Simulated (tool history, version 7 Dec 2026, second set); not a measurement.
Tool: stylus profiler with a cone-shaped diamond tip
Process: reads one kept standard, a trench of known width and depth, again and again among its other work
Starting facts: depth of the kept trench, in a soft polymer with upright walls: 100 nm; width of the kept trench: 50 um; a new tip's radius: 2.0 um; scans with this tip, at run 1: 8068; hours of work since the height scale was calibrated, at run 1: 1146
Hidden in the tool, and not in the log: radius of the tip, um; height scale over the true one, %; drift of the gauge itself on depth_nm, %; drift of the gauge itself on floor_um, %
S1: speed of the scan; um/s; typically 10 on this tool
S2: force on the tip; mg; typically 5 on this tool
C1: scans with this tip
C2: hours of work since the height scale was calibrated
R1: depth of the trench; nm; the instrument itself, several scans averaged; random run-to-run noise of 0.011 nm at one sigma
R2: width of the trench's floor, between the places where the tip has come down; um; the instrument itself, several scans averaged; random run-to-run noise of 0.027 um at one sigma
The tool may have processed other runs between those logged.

run,hour,S1,S2,C1,C2,R1,R2
1,0,10,5,8068,1146,102.47,48.41
2,39.8,10,5,8292,1178,102.43,48.42
3,133.3,10,5,8818,1252,102.42,48.35
# hour 164: height scale calibrated on a step standard
4,230.5,10,5,9362,53,102.36,48.39
5,322,10,4.59,9877,126,102.19,48.38
6,384.8,10,5,10230,176,102.32,48.35
7,475.7,10,5,10742,249,102.32,48.32
8,532.4,10,5,11061,294,102.32,48.34
9,611.5,10,5,11506,358,102.29,48.37
10,682.5,10,5,11905,414,102.29,48.35
# hour 720.3: height scale calibrated on a step standard, once more
11,767.1,10,5,12378,37,102.67,48.29
12,816.8,7,5,12658,77,102.68,48.27
13,863.9,7,5,12923,115,102.66,48.26
14,904.7,7,5,13152,147,102.65,48.27
15,965.7,10,5,13495,196,102.66,48.23
16,1040.3,10,5,13915,256,102.65,48.28
17,1082,10,5,14150,289,102.6,48.27
18,1174.9,10,5,14672,363,102.61,48.15
19,1224.5,10,4.88,14951,403,102.58,48.22
20,1302.8,10,5,15392,465,102.58,48.25
21,1357.8,10,5,15701,509,102.59,48.15
22,1422.4,16,2.74,16065,561,101.68,48.15
23,1496.9,16,4.98,16484,621,102.56,48.18
24,1539.9,16,4.98,16726,655,102.54,48.16
25,1614,16,4.98,17143,714,102.54,48.09
# hour 1638.6: new tip fitted, height scale calibrated
26,1701.1,7,3.51,352,50,102.07,48.7
27,1746.3,7,3.51,606,86,102.06,48.69
28,1824.7,30,3.94,1047,149,102.2,48.62
29,1864.2,27,10.23,1269,180,104.21,48.69
30,1946.4,10,1.76,1731,246,101.25,48.6
31,2027.3,14,3.1,2186,311,101.85,48.64
32,2069.2,10,14.18,2422,344,105.25,48.62
33,2150.4,27,5,2879,409,102.55,48.55
34,2220.2,27,5,3271,465,102.55,48.56
35,2269.7,28,3.35,3550,504,101.91,48.49
36,2310.8,28,3.35,3781,537,101.91,48.52
37,2383.9,28,3.35,4193,596,101.87,48.5
38,2442,11,4.96,4520,642,102.49,48.53
39,2527.8,16,14.4,5002,711,105.25,48.53
40,2616.3,3,3.52,5500,781,101.93,48.51
41,2696.1,4,2.97,5949,845,101.7,48.46

Each row is a separate what-if for the run after 41, all from the same tool condition, not one after another. Results?
A,2769.4,31,2.97,6362,904,?,?
B,2769.4,8,2.97,6362,904,?,?
C,2769.4,4,11.32,6362,904,?,?

run,R1,R2
A,101.67,48.38
B,101.67,48.49
C,104.42,48.48
What these runs would have given with no unlogged condition in the tool:
run,R1,R2
A,101.88,48.65
B,101.88,48.76
C,104.64,48.75

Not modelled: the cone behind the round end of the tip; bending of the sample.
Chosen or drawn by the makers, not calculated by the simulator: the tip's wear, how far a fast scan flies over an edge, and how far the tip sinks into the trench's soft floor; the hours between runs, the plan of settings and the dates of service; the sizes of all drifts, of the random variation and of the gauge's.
